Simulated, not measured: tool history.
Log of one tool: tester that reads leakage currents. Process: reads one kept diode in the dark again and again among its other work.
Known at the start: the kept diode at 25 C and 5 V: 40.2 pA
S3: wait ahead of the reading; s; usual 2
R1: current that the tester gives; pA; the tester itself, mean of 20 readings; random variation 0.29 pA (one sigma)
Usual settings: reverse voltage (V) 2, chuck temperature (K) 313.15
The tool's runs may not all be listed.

Run 1, hour 0: usual settings. Result: R1 98.13 pA.
Run 2, hour 104.1: usual settings but S3 4.53 s. Result: R1 98.82 pA.
Run 3, hour 320.9: usual settings but S3 4.53 s. Result: R1 100.39 pA.
Run 4, hour 529.7: usual settings. Result: R1 102.21 pA.
Run 5, hour 633.2: usual settings but S3 1.41 s. Result: R1 103.33 pA.
At hour 716: probe card cleaned and baked.
Run 6, hour 764.7: usual settings but S3 1.41 s. Result: R1 100.82 pA.
Run 7, hour 925.6: usual settings but S3 1.53 s. Result: R1 102.65 pA.
Run 8, hour 1058.5: usual settings but S3 1.53 s. Result: R1 103.44 pA.
Run 9, hour 1269.9: usual settings but S3 1.53 s. Result: R1 105.63 pA.
Run 10, hour 1408.5: usual settings but S3 1.53 s. Result: R1 106.02 pA.
Run 11, hour 1530.2: usual settings but S3 1.53 s. Result: R1 107.49 pA.
Run 12, hour 1636.8: usual settings but S3 3.98 s. Result: R1 107.36 pA.
Run 13, hour 1762.3: usual settings. Result: R1 109.26 pA.
At hour 1776.1: chuck's temperature calibrated.
Run 14, hour 1906: usual settings but chuck temperature (K) 298.15. Result: R1 30.58 pA.
Run 15, hour 2092.2: usual settings but chuck temperature (K) 298.15. Result: R1 31.1 pA.
Run 16, hour 2254.5: usual settings but chuck temperature (K) 298.15. Result: R1 31.58 pA.
Run 17, hour 2372.2: usual settings but chuck temperature (K) 298.15. Result: R1 32.02 pA.
Run 18, hour 2477.1: usual settings but chuck temperature (K) 298.15. Result: R1 32.41 pA.
Run 19, hour 2681.3: usual settings but chuck temperature (K) 298.15. Result: R1 33.05 pA.
Run 20, hour 2900.5: usual settings but reverse voltage (V) 12.05, chuck temperature (K) 293.15. Result: R1 63.04 pA.
At hour 2917: probe card cleaned and baked.
Run 21, hour 3083.3: usual settings but S3 6.85 s. Result: R1 105.63 pA.
Run 22, hour 3219.5: usual settings but reverse voltage (V) 7.79, chuck temperature (K) 327.15, S3 1.52 s. Result: R1 534.09 pA.
Run 23, hour 3333.6: usual settings but reverse voltage (V) 3.09, chuck temperature (K) 319.15, S3 3.28 s. Result: R1 203.61 pA.
Run 24, hour 3473.4: usual settings but reverse voltage (V) 3.09, chuck temperature (K) 319.15, S3 3.28 s. Result: R1 205.93 pA.
Run 25, hour 3661.1: usual settings but reverse voltage (V) 3.09, chuck temperature (K) 319.15, S3 6.1 s. Result: R1 208.18 pA.
At hour 3823: chuck's temperature calibrated.
Run 26, hour 3838.5: usual settings but reverse voltage (V) 3.09, chuck temperature (K) 319.15, S3 6.1 s. Result: R1 185.64 pA.
Run 27, hour 4000.6: usual settings but reverse voltage (V) 4.69, chuck temperature (K) 296.15, S3 1.71 s. Result: R1 38.34 pA.
Run 28, hour 4094.4: usual settings but reverse voltage (V) 4.69, chuck temperature (K) 296.15, S3 1.71 s. Result: R1 39.03 pA.
At hour 4239.7: tester calibrated.
Run 29, hour 4259.3: usual settings but chuck temperature (K) 302.15. Result: R1 42.49 pA.
Run 30, hour 4420.2: usual settings but chuck temperature (K) 302.15. Result: R1 42.79 pA.
Run 31, hour 4557.7: usual settings but chuck temperature (K) 302.15. Result: R1 43.4 pA.
Run 32, hour 4687: usual settings but chuck temperature (K) 302.15. Result: R1 44 pA.
Run 33, hour 4804.1: usual settings but reverse voltage (V) 15.69, chuck temperature (K) 329.15, S3 0.55 s. Result: R1 811.92 pA.
Run 34, hour 5021.2: usual settings but reverse voltage (V) 15.69, chuck temperature (K) 329.15, S3 0.55 s. Result: R1 825.18 pA.
At hour 5112.6: probe card cleaned and baked.
Run 35, hour 5165.7: usual settings but reverse voltage (V) 15.69, chuck temperature (K) 329.15, S3 0.55 s. Result: R1 803.71 pA.
Run 36, hour 5282.9: usual settings but reverse voltage (V) 14.18, chuck temperature (K) 310.15, S3 0.55 s. Result: R1 194.65 pA.
Run 37, hour 5502.1: usual settings but reverse voltage (V) 14.18, chuck temperature (K) 310.15, S3 0.55 s. Result: R1 199.84 pA.
Run 38, hour 5644.7: usual settings but reverse voltage (V) 11.08, S3 4.38 s. Result: R1 221.31 pA.

The same runs without the tool's hidden state, with the same run-to-run variation:
The hidden state here: stray current of the dirty probe card, pA a volt; current scale over the true one, %; true chuck temperature over the reading, C; drift of the gauge itself on leakage_pa, %.
run      R1
  1   95.77
  2   95.67
  3   95.54
  4    95.7
  5   95.99
  6   95.51
  7   95.99
  8   95.73
  9   96.08
 10   95.44
 11   95.92
 12   94.97
 13   95.66
 14   28.01
 15    27.9
 16   27.83
 17   27.83
 18   27.85
 19    27.8
 20   39.17
 21   95.26
 22  481.17
 23  181.07
 24  181.23
 25  180.73
 26   181.4
 27    33.7
 28   33.79
 29   39.35
 30   38.99
 31      39
 32   39.02
 33  747.08
 34  747.93
 35  744.78
 36  176.24
 37  176.43
 38  193.37

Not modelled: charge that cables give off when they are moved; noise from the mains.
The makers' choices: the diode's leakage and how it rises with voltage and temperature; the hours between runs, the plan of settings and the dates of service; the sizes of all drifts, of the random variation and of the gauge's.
